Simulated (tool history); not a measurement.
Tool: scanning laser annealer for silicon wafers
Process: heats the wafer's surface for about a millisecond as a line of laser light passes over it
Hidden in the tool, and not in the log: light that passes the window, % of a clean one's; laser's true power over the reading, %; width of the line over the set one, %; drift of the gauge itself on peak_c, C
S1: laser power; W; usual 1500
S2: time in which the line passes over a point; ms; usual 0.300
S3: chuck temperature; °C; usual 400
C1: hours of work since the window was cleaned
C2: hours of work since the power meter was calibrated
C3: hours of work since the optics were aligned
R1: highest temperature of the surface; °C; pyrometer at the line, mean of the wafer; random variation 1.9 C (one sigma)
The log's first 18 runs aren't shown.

Run 19, day 16.583: usual settings but S2 0.256 ms; C1 817; C2 791; C3 1039. Result: R1 1103 °C.
Run 20, day 17.662: usual settings but S2 0.256 ms; C1 834; C2 808; C3 1056. Result: R1 1106 °C.
Run 21, day 18.754: usual settings but S2 0.353 ms, S3 361 °C; C1 852; C2 825; C3 1073. Result: R1 1201 °C.
Run 22, day 19.621: usual settings but S1 1297 W, S2 0.281 ms, S3 361 °C; C1 865; C2 839; C3 1087. Result: R1 994 °C.
Run 23, day 20.721: usual settings but S1 1440 W, S2 0.223 ms, S3 390 °C; C1 883; C2 856; C3 1104. Result: R1 1011 °C.
Run 24, day 21.354: usual settings but S1 1531 W, S3 419 °C; C1 893; C2 866; C3 1114. Result: R1 1198 °C.
At day 21.825: window over the wafer cleaned.
Run 25, day 22.538: usual settings but S1 1531 W, S3 419 °C; C1 11; C2 883; C3 1131. Result: R1 1247 °C.
Run 26, day 23.379: usual settings but S1 1531 W, S3 419 °C; C1 24; C2 897; C3 1144. Result: R1 1241 °C.
Run 27, day 23.962: usual settings but S1 1531 W, S3 419 °C; C1 34; C2 906; C3 1154. Result: R1 1245 °C.
At day 24.288: optics aligned, line set to its width.
Run 28, day 24.796: usual settings but S1 1482 W, S2 0.271 ms, S3 419 °C; C1 43; C2 916; C3 8. Result: R1 1178 °C.
Run 29, day 26.004: usual settings but S1 1415 W, S2 0.324 ms, S3 436 °C; C1 63; C2 935; C3 27. Result: R1 1230 °C.
Run 30, day 26.900: usual settings but S1 1415 W, S2 0.324 ms, S3 362 °C; C1 77; C2 949; C3 41. Result: R1 1156 °C.
Run 31, day 28.092: usual settings but S1 1409 W, S2 0.281 ms, S3 406 °C; C1 95; C2 968; C3 60. Result: R1 1137 °C.
Run 32, day 29.179: usual settings but S1 1504 W, S2 0.238 ms, S3 384 °C; C1 113; C2 985; C3 77. Result: R1 1100 °C.
Run 33, day 29.725: usual settings but S1 1436 W, S2 0.260 ms, S3 377 °C; C1 121; C2 993; C3 86. Result: R1 1089 °C.
Run 34, day 30.521: usual settings but S1 1589 W, S2 0.221 ms; C1 134; C2 1006; C3 98. Result: R1 1128 °C.
Run 35, day 31.354: usual settings but S1 1587 W, S2 0.372 ms, S3 435 °C; C1 147; C2 1019; C3 111. Result: R1 1399 °C.
Run 36, day 32.533: usual settings but S1 1468 W, S2 0.288 ms, S3 388 °C; C1 165; C2 1038; C3 130. Result: R1 1155 °C.
Run 37, day 33.271: usual settings but S1 1451 W, S2 0.236 ms, S3 390 °C; C1 177; C2 1049; C3 141. Result: R1 1073 °C.
Run 38, day 34.471: usual settings but S1 1517 W, S2 0.358 ms, S3 374 °C; C1 196; C2 1068; C3 160. Result: R1 1270 °C.
Run 39, day 35.367: usual settings but S1 1636 W, S2 0.276 ms, S3 370 °C; C1 210; C2 1082; C3 174. Result: R1 1215 °C.
Run 40, day 36.425: usual settings but S1 1636 W, S2 0.276 ms, S3 370 °C; C1 227; C2 1099; C3 191. Result: R1 1207 °C.

Forecast each of these 4 alternatives for the next run:
Run A, day 37.038: usual settings but S1 1636 W, S2 0.374 ms, S3 370 °C; C1 236; C2 1109; C3 201. Result: R1 ?.
Run B, day 37.038: usual settings but S1 1648 W, S2 0.313 ms, S3 370 °C; C1 236; C2 1109; C3 201. Result: R1 ?.
Run C, day 37.038: usual settings but S1 1315 W, S2 0.226 ms, S3 370 °C; C1 236; C2 1109; C3 201. Result: R1 ?.
Run D, day 37.038: usual settings but S1 1636 W, S2 0.276 ms, S3 411 °C; C1 236; C2 1109; C3 201. Result: R1 ?.

run    R1
  A  1361
  B  1281
  C   966
  D  1251
Without the tool's hidden state the same runs would have given:
run    R1
  A  1387
  B  1304
  C   981
  D  1272

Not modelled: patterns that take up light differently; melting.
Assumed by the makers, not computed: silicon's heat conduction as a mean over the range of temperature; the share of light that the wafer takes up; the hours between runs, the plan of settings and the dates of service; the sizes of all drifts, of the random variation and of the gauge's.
